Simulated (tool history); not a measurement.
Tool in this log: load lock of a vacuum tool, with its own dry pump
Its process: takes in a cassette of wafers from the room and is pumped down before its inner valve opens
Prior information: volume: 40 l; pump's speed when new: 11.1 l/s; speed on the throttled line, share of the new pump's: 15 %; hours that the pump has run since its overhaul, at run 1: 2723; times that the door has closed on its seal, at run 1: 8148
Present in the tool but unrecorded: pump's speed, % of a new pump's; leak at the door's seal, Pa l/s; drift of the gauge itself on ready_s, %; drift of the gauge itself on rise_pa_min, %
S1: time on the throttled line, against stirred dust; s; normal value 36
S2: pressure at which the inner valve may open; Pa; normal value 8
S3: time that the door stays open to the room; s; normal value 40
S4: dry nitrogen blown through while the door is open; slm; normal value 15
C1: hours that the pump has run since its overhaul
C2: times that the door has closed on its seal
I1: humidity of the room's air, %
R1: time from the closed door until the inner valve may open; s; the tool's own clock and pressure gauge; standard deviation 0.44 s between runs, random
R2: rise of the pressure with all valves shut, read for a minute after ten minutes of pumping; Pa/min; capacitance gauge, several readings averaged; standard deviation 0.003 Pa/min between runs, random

run	day	S1	S2	S3	S4	C1	C2	I1	R1	R2
1	0.000	36	8	40	15	2723	8148	48.5	67.3	0.110
2	17.462	36	8	40	15	3142	8984	45.1	68.0	0.121
3	33.458	36	8	40	15	3526	9750	44.5	68.5	0.139
4	54.292	36	8	40	15	4026	10747	42.2	69.1	0.153
5	73.721	36	7	40	15	4492	11677	46.7	69.6	0.181
6	84.312	36	10	40	15	4747	12184	45.6	68.6	0.187
7	103.733	31	8	40	15	5213	13113	43.0	65.9	0.212
8	117.350	31	8	37	15	5540	13765	45.7	66.0	0.229
9	127.242	36	8	40	15	5777	14238	45.8	70.5	0.234
10	145.596	36	8	40	15	6217	15116	46.8	71.8	0.262
11	166.362	36	8	40	15	6716	16110	44.8	71.4	0.294
12	175.683	36	8	40	15	6940	16556	43.6	72.3	0.296
13	194.100	36	8	61	15	7382	17438	46.0	71.8	0.330
14	214.217	36	6	61	15	7864	18400	44.2	74.1	0.362
15	226.254	20	8	40	15	8153	18977	45.0	60.2	0.375
16	239.471	26	8	40	15	8470	19609	45.5	65.9	0.397
17	251.417	26	8	40	15	8757	20181	45.9	66.6	0.411
18	268.575	26	8	40	15	9169	21002	43.6	66.8	0.442
# day 280.558: dry pump taken out, an overhauled one fitted
19	281.112	26	8	40	15	13	21590	43.6	57.1	0.461
20	294.567	36	8	143	15	336	22234	44.4	66.1	0.499
21	306.596	41	8	133	15	625	22810	45.0	69.5	0.520
# day 308.538: door's seal changed, seat wiped
22	317.121	41	8	133	15	876	411	46.6	69.9	0.030
23	338.067	41	8	133	15	1379	1414	45.2	70.7	0.043
24	357.733	70	8	120	15	1851	2355	43.7	95.2	0.048

The next listed run, before its measurement:
25	367.267	70	8	120	15	2080	2811	45.9	?	?

Run 25 came out at R1 95.6 s, R2 0.050 Pa/min.
Were there no unlogged condition in the tool, this run, its random variation unchanged, would have produced R1 94.1 s, R2 0.027 Pa/min.
